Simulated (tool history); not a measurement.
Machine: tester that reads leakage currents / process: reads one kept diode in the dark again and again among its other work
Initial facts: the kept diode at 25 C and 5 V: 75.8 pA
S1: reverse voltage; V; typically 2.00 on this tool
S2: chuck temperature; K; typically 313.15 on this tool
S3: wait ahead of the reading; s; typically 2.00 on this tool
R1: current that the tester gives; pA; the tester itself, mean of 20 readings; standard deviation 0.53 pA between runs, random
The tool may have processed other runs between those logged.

run 1 day=0.000 | S1=2.00 S2=313.15 S3=2.00 | R1=180.07
run 2 day=1.133 | S1=2.00 S2=313.15 S3=2.00 | R1=180.29
run 3 day=2.492 | S1=2.00 S2=313.15 S3=1.23 | R1=179.88
run 4 day=4.746 | S1=2.00 S2=313.15 S3=5.22 | R1=180.51
run 5 day=7.158 | S1=2.00 S2=313.15 S3=5.22 | R1=181.10
run 6 day=9.062 | S1=2.00 S2=313.15 S3=5.22 | R1=180.62
run 7 day=11.279 | S1=2.00 S2=313.15 S3=2.00 | R1=180.82
run 8 day=13.621 | S1=2.00 S2=308.15 S3=2.00 | R1=123.34
-- day=15.917 probe card cleaned and baked
run 9 day=15.992 | S1=2.00 S2=308.15 S3=2.00 | R1=119.14
-- day=16.275 tester calibrated
run 10 day=17.254 | S1=2.00 S2=308.15 S3=2.00 | R1=118.37
run 11 day=19.200 | S1=2.00 S2=295.15 S3=2.00 | R1=39.83
run 12 day=21.071 | S1=1.84 S2=295.15 S3=2.00 | R1=38.49
run 13 day=23.004 | S1=1.84 S2=295.15 S3=2.00 | R1=38.70
-- day=23.654 tester calibrated, once more
run 14 day=24.962 | S1=4.85 S2=313.15 S3=2.00 | R1=267.70
run 15 day=26.867 | S1=1.66 S2=295.15 S3=3.62 | R1=37.24
run 16 day=28.892 | S1=1.66 S2=295.15 S3=3.62 | R1=37.35

Alternative continuations, all from the tool just after run 16; predict every row:
run A day=30.812 | S1=1.51 S2=313.15 S3=2.00 | R1=?
run B day=30.812 | S1=2.00 S2=303.15 S3=2.00 | R1=?
run C day=30.812 | S1=1.66 S2=324.15 S3=3.62 | R1=?

run=A R1=158.83
run=B R1=80.90
run=C R1=380.34
With no hidden state in the tool, these same runs would have given:
run=A R1=153.58
run=B R1=77.77
run=C R1=368.98

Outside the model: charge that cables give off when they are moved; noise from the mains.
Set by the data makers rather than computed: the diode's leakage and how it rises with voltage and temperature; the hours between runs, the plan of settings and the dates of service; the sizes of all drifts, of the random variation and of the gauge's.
